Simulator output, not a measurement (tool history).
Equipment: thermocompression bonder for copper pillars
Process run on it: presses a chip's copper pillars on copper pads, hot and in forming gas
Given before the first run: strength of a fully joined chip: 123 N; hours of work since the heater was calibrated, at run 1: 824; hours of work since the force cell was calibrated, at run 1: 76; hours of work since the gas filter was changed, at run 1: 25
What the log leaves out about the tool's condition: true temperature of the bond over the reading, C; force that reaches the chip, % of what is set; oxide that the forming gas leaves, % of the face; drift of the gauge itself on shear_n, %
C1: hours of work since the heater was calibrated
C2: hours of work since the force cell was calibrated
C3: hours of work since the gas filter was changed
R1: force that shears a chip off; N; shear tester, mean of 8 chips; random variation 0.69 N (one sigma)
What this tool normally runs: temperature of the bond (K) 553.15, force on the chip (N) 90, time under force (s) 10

Run 1, day 0: usual settings; C1 824; C2 76; C3 25. Result: R1 43.3 N.
Run 2, day 0.775: usual settings; C1 838; C2 89; C3 38. Result: R1 43.2 N.
Run 3, day 1.625: usual settings; C1 853; C2 104; C3 53. Result: R1 42.2 N.
Run 4, day 2.783: usual settings; C1 873; C2 124; C3 73. Result: R1 41.8 N.
Run 5, day 3.396: usual settings; C1 883; C2 134; C3 84. Result: R1 42.9 N.
Run 6, day 4.167: usual settings; C1 897; C2 148; C3 97. Result: R1 42.3 N.
Run 7, day 4.833: usual settings; C1 908; C2 159; C3 108. Result: R1 41.4 N.
Run 8, day 5.75: usual settings; C1 924; C2 175; C3 124. Result: R1 40.4 N.
At day 6.483: forming gas filter changed.
Run 9, day 6.867: usual settings; C1 943; C2 194; C3 7. Result: R1 43.4 N.
Run 10, day 8.1: usual settings; C1 965; C2 216; C3 28. Result: R1 43 N.
Run 11, day 8.775: usual settings; C1 976; C2 227; C3 40. Result: R1 42.1 N.
Run 12, day 9.75: usual settings; C1 993; C2 244; C3 57. Result: R1 41.9 N.
Run 13, day 10.358: usual settings; C1 1004; C2 255; C3 67. Result: R1 42.3 N.
Run 14, day 11.538: usual settings; C1 1024; C2 275; C3 88. Result: R1 41.2 N.
Run 15, day 12.45: usual settings; C1 1040; C2 291; C3 103. Result: R1 41.1 N.
Run 16, day 13.575: usual settings; C1 1060; C2 311; C3 123. Result: R1 40.2 N.
At day 13.717: heater calibrated with a thermocouple chip.
Run 17, day 14.225: usual settings; C1 9; C2 320; C3 133. Result: R1 35 N.
At day 14.504: forming gas filter changed.
Run 18, day 15.375: usual settings but force on the chip (N) 75; C1 28; C2 340; C3 15. Result: R1 32.2 N.
At day 16.092: heater calibrated with a thermocouple chip, once more.
Run 19, day 16.379: usual settings but force on the chip (N) 75; C1 5; C2 356; C3 31. Result: R1 40.1 N.
Run 20, day 16.917: usual settings but temperature of the bond (K) 530.15, time under force (s) 9; C1 14; C2 365; C3 40. Result: R1 33.4 N.
Run 21, day 17.717: usual settings but force on the chip (N) 72, time under force (s) 16; C1 28; C2 379; C3 54. Result: R1 49 N.
Run 22, day 18.858: usual settings but force on the chip (N) 114, time under force (s) 12; C1 48; C2 399; C3 74. Result: R1 61.3 N.
Run 23, day 19.988: usual settings but temperature of the bond (K) 545.15, force on the chip (N) 112, time under force (s) 7; C1 68; C2 419; C3 94. Result: R1 42.7 N.
Run 24, day 20.888: usual settings but temperature of the bond (K) 566.15, force on the chip (N) 80, time under force (s) 13; C1 83; C2 434; C3 109. Result: R1 55.1 N.
Run 25, day 21.896: usual settings but force on the chip (N) 67, time under force (s) 6; C1 101; C2 452; C3 127. Result: R1 28.4 N.
At day 22.533: forming gas filter changed.
Run 26, day 22.533: usual settings but temperature of the bond (K) 560.15, force on the chip (N) 107, time under force (s) 8; C1 111; C2 462; C3 0. Result: R1 56.9 N.
Run 27, day 23.704: usual settings but temperature of the bond (K) 559.15, force on the chip (N) 130, time under force (s) 17; C1 132; C2 483; C3 20. Result: R1 80.2 N.
Run 28, day 24.642: usual settings but temperature of the bond (K) 529.15, force on the chip (N) 109, time under force (s) 7; C1 148; C2 499; C3 37. Result: R1 34.3 N.
Run 29, day 25.342: usual settings but temperature of the bond (K) 529.15, force on the chip (N) 109, time under force (s) 7; C1 160; C2 511; C3 49. Result: R1 33.7 N.
Run 30, day 26.258: usual settings but temperature of the bond (K) 529.15, force on the chip (N) 109, time under force (s) 7; C1 176; C2 527; C3 65. Result: R1 32.1 N.
Run 31, day 26.846: usual settings but temperature of the bond (K) 529.15, force on the chip (N) 109, time under force (s) 7; C1 186; C2 537; C3 75. Result: R1 33 N.
Run 32, day 27.471: usual settings but temperature of the bond (K) 529.15, force on the chip (N) 109, time under force (s) 7; C1 197; C2 548; C3 86. Result: R1 33.2 N.
Run 33, day 28.271: usual settings but temperature of the bond (K) 529.15, force on the chip (N) 109, time under force (s) 7; C1 211; C2 562; C3 100. Result: R1 32.3 N.
Run 34, day 29.112: usual settings but temperature of the bond (K) 529.15, force on the chip (N) 109, time under force (s) 7; C1 225; C2 576; C3 114. Result: R1 32.2 N.
Run 35, day 30.2: usual settings but temperature of the bond (K) 558.15, force on the chip (N) 64, time under force (s) 23; C1 244; C2 595; C3 133. Result: R1 49.6 N.
At day 30.429: forming gas filter changed.
Run 36, day 31.229: usual settings but force on the chip (N) 116, time under force (s) 15; C1 262; C2 613; C3 14. Result: R1 66.8 N.
Run 37, day 32.296: usual settings but temperature of the bond (K) 567.15, force on the chip (N) 109, time under force (s) 17; C1 280; C2 631; C3 32. Result: R1 75.7 N.
Run 38, day 33.138: usual settings but temperature of the bond (K) 542.15, force on the chip (N) 61, time under force (s) 23; C1 295; C2 646; C3 47. Result: R1 38.4 N.

Branching from run 38: 4 alternative next runs. What would each branch give?
Run A, day 34.162: usual settings but temperature of the bond (K) 529.15, force on the chip (N) 130, time under force (s) 21; C1 313; C2 664; C3 65. Result: R1 ?.
Run B, day 34.162: usual settings but temperature of the bond (K) 523.15, force on the chip (N) 58; C1 313; C2 664; C3 65. Result: R1 ?.
Run C, day 34.162: usual settings but temperature of the bond (K) 529.15, force on the chip (N) 88, time under force (s) 7; C1 313; C2 664; C3 65. Result: R1 ?.
Run D, day 34.162: usual settings but temperature of the bond (K) 542.15, force on the chip (N) 61, time under force (s) 28; C1 313; C2 664; C3 65. Result: R1 ?.

run    R1
  A  57.5
  B  18.9
  C  27.3
  D  41.9
With the hidden condition removed and each run's random variation left untouched, the same runs would have given:
run    R1
  A  60.3
  B  19.9
  C  28.7
  D    44

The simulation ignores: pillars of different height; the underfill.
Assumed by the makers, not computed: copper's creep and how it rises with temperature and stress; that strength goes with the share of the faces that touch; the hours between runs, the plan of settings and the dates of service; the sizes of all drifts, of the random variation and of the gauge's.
